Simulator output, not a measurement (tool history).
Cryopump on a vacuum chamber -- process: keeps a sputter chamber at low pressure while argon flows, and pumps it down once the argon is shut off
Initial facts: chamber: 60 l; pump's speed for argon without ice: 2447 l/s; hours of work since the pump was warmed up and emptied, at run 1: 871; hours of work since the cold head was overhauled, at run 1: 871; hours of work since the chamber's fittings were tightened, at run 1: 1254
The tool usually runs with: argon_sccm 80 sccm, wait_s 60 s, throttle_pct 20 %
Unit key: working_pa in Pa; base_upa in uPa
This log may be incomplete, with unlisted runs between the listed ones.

run	hour	argon_sccm	wait_s	throttle_pct	hours of work since the pump was warmed up and emptied	hours of work since the cold head was overhauled	hours of work since the chamber's fittings were tightened	working_pa	base_upa
1	0.0	80	60	20	871	871	1254	0.2880	1.93
2	67.0	80	60	21	905	905	1288	0.2756	1.94
3	103.4	114	60	20	924	924	1307	0.4129	1.97
4	175.2	114	60	20	960	960	1343	0.4140	2.02
5	223.9	80	77	20	985	985	1368	0.2894	1.84
6	273.7	95	20	50	1010	1010	1393	0.1478	4.00
7	334.3	95	20	50	1041	1041	1424	0.1497	4.08
8	402.0	95	20	50	1075	1075	1458	0.1486	4.16
9	464.0	67	60	54	1107	1107	1490	0.0990	2.15
# hour 489.7: pump warmed up, emptied and cooled again
# hour 529.8: leaking fittings of the chamber tightened, without venting
10	536.2	63	40	39	23	1140	3	0.1121	1.65

3 ways to go on from here, each from the tool as it stands after run 10. What would each give?
A	577.3	63	136	39	43	1161	24	?	?
B	577.3	63	60	25	43	1161	24	?	?
C	577.3	38	65	35	43	1161	24	?	?

run	working_pa	base_upa
A	0.1133	0.62
B	0.1756	1.17
C	0.0755	1.10
Stripped of hidden state, with their random variation kept, the same runs would have yielded:
run	working_pa	base_upa
A	0.1124	0.58
B	0.1747	1.12
C	0.0750	1.06
